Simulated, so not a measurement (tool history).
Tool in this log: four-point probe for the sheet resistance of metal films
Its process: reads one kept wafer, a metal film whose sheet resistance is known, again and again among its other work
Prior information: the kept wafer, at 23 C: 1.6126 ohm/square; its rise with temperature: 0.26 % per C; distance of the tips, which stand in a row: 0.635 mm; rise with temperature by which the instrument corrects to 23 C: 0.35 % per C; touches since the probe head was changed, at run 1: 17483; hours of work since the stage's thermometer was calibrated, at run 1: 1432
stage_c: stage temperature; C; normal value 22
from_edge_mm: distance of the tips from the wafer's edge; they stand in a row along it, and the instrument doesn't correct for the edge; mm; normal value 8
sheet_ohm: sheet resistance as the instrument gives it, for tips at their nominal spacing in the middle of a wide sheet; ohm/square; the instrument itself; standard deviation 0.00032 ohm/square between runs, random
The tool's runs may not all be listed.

run    hour  stage_c  from_edge_mm  touches since the probe head was changed  hours of work since the stage's thermometer was calibrated  sheet_ohm
  1     0.0       22             8                                     17483                                                        1432   1.619297
  2    26.3       22            20                                     18122                                                        1451   1.614124
  3    57.2       22            20                                     18873                                                        1474   1.614236
  4    91.4       22            20                                     19706                                                        1500   1.613246
  5   123.8       22            11                                     20493                                                        1524   1.616419
  6   147.4       22            11                                     21065                                                        1541   1.616214
  7   178.4       22             8                                     21821                                                        1564   1.618988
  8   216.6       22             8                                     22748                                                        1593   1.618712
  9   249.8       22             8                                     23555                                                        1617   1.618825
 10   274.2       22            21                                     24149                                                        1635   1.614214
 11   290.1       22            21                                     24536                                                        1647   1.613720
 12   320.4       29             8                                     25273                                                        1670   1.608413
 13   339.6       29             8                                     25739                                                        1684   1.608082
 14   372.2       29             8                                     26532                                                        1708   1.608404
 15   393.1       29             8                                     27039                                                        1724   1.608592
 16   422.4       29             8                                     27753                                                        1746   1.608803
 17   451.3       22             8                                     28455                                                        1767   1.618857
 18   473.5       22             8                                     28995                                                        1783   1.618517
 19   511.4       22             8                                     29916                                                        1812   1.618322
 20   529.3       22            23                                     30350                                                        1825   1.613218
 21   551.3       22            23                                     30887                                                        1841   1.614170
 22   583.9       22             8                                     31678                                                        1865   1.618372
      594.0  -- stage's thermometer calibrated
 23   604.6       23             8                                     32170                                                           8   1.615232
 24   631.9       25            18                                     32833                                                          28   1.607235
 25   666.1       32            25                                     33665                                                          54   1.597295
 26   682.5       31            42                                     34063                                                          66   1.598180
 27   702.1       20            58                                     34540                                                          80   1.614698
 28   726.0       33            11                                     35122                                                          98   1.598293
 29   758.1       30            62                                     35902                                                         122   1.599069
 30   783.2       30            62                                     36513                                                         141   1.599147
 31   814.9       28             9                                     37282                                                         164   1.606192
 32   843.3       28             9                                     37973                                                         185   1.606337
 33   863.3       28             5                                     38461                                                         200   1.615213
 34   894.9       28             9                                     39228                                                         223   1.606621
 35   911.2       28             9                                     39623                                                         236   1.606613
 36   942.7       20            53                                     40389                                                         259   1.614173
 37   970.0       23             6                                     41053                                                         279   1.619178
 38  1007.5       23             6                                     41966                                                         307   1.618811
 39  1035.0       22            10                                     42633                                                         328   1.614481
 40  1070.5       22            10                                     43496                                                         354   1.613944
 41  1103.1       21            29                                     44289                                                         378   1.612383
 42  1124.1       21            29                                     44801                                                         394   1.612437
 43  1163.7       21            27                                     45762                                                         423   1.612393
 44  1197.4       20            44                                     46583                                                         448   1.613568

Each row is a separate what-if for the run after 44, all from the same tool condition, not one after another. Results?
  A  1220.9       28             8                                     47154                                                         466          ?
  B  1220.9       34             3                                     47154                                                         466          ?
  C  1220.9       23             7                                     47154                                                         466          ?

run  sheet_ohm
  A   1.606834
  B   1.631226
  C   1.615583
Stripped of hidden state, with their random variation kept, the same runs would have yielded:
run  sheet_ohm
  A   1.610498
  B   1.634946
  C   1.619260
